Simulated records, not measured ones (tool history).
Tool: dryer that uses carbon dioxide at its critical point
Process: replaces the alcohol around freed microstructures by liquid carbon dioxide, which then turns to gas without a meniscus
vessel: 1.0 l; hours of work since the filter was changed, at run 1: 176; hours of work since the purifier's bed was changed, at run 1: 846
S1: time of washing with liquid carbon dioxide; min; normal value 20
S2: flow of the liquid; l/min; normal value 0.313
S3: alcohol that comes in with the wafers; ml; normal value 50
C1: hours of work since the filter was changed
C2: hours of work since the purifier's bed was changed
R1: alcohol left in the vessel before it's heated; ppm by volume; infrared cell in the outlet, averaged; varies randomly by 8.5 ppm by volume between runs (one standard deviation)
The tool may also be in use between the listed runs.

run   hour  S1     S2  S3   C1    C2    R1
  1      0  20  0.313  50  176   846   585
  2   21.3  20  0.313  31  190   859   399
  3   52.7  20  0.313  31  210   879   392
  4   81.4  20  0.202  31  228   897  1835
  5  110.3  20  0.202  31  246   915  1855
  6  134.2  20  0.263  31  261   930   824
  7  167.5  20  0.313  50  282   951   667
  8  193.9  20  0.313  50  298   968   701
  9  222.4  20  0.313  50  316   986   704
 10  244.8  20  0.313  50  331  1000   727
 11  270.7  20  0.313  50  347  1016   733
     277.1  -- inlet filter changed
 12    293  20  0.313  50   10  1029   521
 13    322  20  0.313  50   28  1048   538
 14    337  13  0.313  50   38  1057  2507
 15    363  12  0.241  50   54  1074  5905
 16  396.2  17  0.413  50   75  1094   325
 17  412.1  15  0.353  89   85  1105  1894

Run 18 comes next. What will it give?
 18  444.9  21  0.522  25  106  1125   ?

R1: 59 ppm by volume
Without the tool's hidden state the same run would have given R1 16 ppm by volume.

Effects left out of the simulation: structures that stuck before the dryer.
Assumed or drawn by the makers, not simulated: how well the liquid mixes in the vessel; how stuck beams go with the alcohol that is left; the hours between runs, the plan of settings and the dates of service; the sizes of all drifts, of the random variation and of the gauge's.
